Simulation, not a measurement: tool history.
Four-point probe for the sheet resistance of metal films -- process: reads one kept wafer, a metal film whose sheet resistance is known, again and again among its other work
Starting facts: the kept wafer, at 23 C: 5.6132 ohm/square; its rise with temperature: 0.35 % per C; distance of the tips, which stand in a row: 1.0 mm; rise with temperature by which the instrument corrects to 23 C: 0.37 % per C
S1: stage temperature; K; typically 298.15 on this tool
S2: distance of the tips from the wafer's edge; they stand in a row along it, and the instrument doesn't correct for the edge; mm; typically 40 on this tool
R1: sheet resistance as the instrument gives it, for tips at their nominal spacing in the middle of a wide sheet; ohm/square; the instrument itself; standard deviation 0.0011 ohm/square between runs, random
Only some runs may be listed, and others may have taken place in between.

run 1 hour=0 | S1=298.15 S2=40 | R1=5.625023
run 2 hour=39.6 | S1=301.15 S2=40 | R1=5.620073
run 3 hour=80.6 | S1=298.15 S2=40 | R1=5.624106
run 4 hour=110.5 | S1=298.15 S2=40 | R1=5.623365
run 5 hour=129.1 | S1=298.15 S2=40 | R1=5.624485
run 6 hour=157.7 | S1=299.15 S2=40 | R1=5.623299
run 7 hour=186.8 | S1=295.15 S2=40 | R1=5.627264
run 8 hour=229.7 | S1=295.15 S2=40 | R1=5.629037
run 9 hour=266 | S1=295.15 S2=40 | R1=5.630283
run 10 hour=292.4 | S1=298.15 S2=40 | R1=5.625584
run 11 hour=315.5 | S1=298.15 S2=6 | R1=5.707483
run 12 hour=355.4 | S1=298.15 S2=40 | R1=5.625956
run 13 hour=377.1 | S1=298.15 S2=40 | R1=5.626537
run 14 hour=407.3 | S1=298.15 S2=7 | R1=5.684225
run 15 hour=429.7 | S1=298.15 S2=5 | R1=5.742264
run 16 hour=470.1 | S1=298.15 S2=5 | R1=5.743303
run 17 hour=490.6 | S1=298.15 S2=5 | R1=5.744826
run 18 hour=526.6 | S1=294.15 S2=5 | R1=5.749525
run 19 hour=560.8 | S1=294.15 S2=5 | R1=5.748741
run 20 hour=580.4 | S1=294.15 S2=5 | R1=5.748247
run 21 hour=623.6 | S1=298.15 S2=40 | R1=5.628211
run 22 hour=665.1 | S1=298.15 S2=40 | R1=5.627764
run 23 hour=698.1 | S1=298.15 S2=40 | R1=5.627883
run 24 hour=737.6 | S1=298.15 S2=40 | R1=5.629099
run 25 hour=777.3 | S1=293.15 S2=9 | R1=5.668573
run 26 hour=817.9 | S1=304.15 S2=22 | R1=5.624367
run 27 hour=841.6 | S1=297.15 S2=13 | R1=5.647178
run 28 hour=874 | S1=300.15 S2=63 | R1=5.624522
run 29 hour=904 | S1=300.15 S2=63 | R1=5.627058
run 30 hour=945.7 | S1=305.15 S2=25 | R1=5.625146
run 31 hour=986 | S1=305.15 S2=25 | R1=5.625867
run 32 hour=1008.6 | S1=294.15 S2=4 | R1=5.811896
run 33 hour=1042.2 | S1=293.15 S2=7 | R1=5.691929
run 34 hour=1073.5 | S1=301.15 S2=3 | R1=5.93873
run 35 hour=1102.6 | S1=301.15 S2=3 | R1=5.937032
run 36 hour=1147.9 | S1=294.15 S2=67 | R1=5.640597
run 37 hour=1182.6 | S1=305.15 S2=7 | R1=5.690407
run 38 hour=1212.1 | S1=305.15 S2=12 | R1=5.651862
run 39 hour=1246.5 | S1=294.15 S2=42 | R1=5.642392
run 40 hour=1278.1 | S1=306.15 S2=20 | R1=5.635468
run 41 hour=1320 | S1=298.15 S2=9 | R1=5.673943
run 42 hour=1364.9 | S1=305.15 S2=6 | R1=5.715167
run 43 hour=1404.4 | S1=307.15 S2=13 | R1=5.645097
run 44 hour=1445.4 | S1=307.15 S2=13 | R1=5.647979
run 45 hour=1489.2 | S1=307.15 S2=13 | R1=5.646424

Missing from the log above: 2 entries noted between runs. For each, name the pair of listed runs it sits between and say how the tool's hidden condition differs from the listed run just before to the listed run just after:
From run 31 to run 32: stage's thermometer calibrated (hour 989.3)
  inner tips' distance over the nominal, %: 0.382 -> 0.385; wafer's true temperature over the reading, C: -0.3 -> -0.5
  difference, measured minus the result without the unlogged condition, R1: +0.01748 -> +0.013985 ohm/square
From run 35 to run 36: stage's thermometer calibrated, once more (hour 1138.6)
  inner tips' distance over the nominal, %: 0.401 -> 0.408; tips' flats over new ones', %: 42 -> 43; wafer's true temperature over the reading, C: -0.52 -> 0.04
  difference, measured minus the result without the unlogged condition, R1: +0.015143 -> +0.025636 ohm/square

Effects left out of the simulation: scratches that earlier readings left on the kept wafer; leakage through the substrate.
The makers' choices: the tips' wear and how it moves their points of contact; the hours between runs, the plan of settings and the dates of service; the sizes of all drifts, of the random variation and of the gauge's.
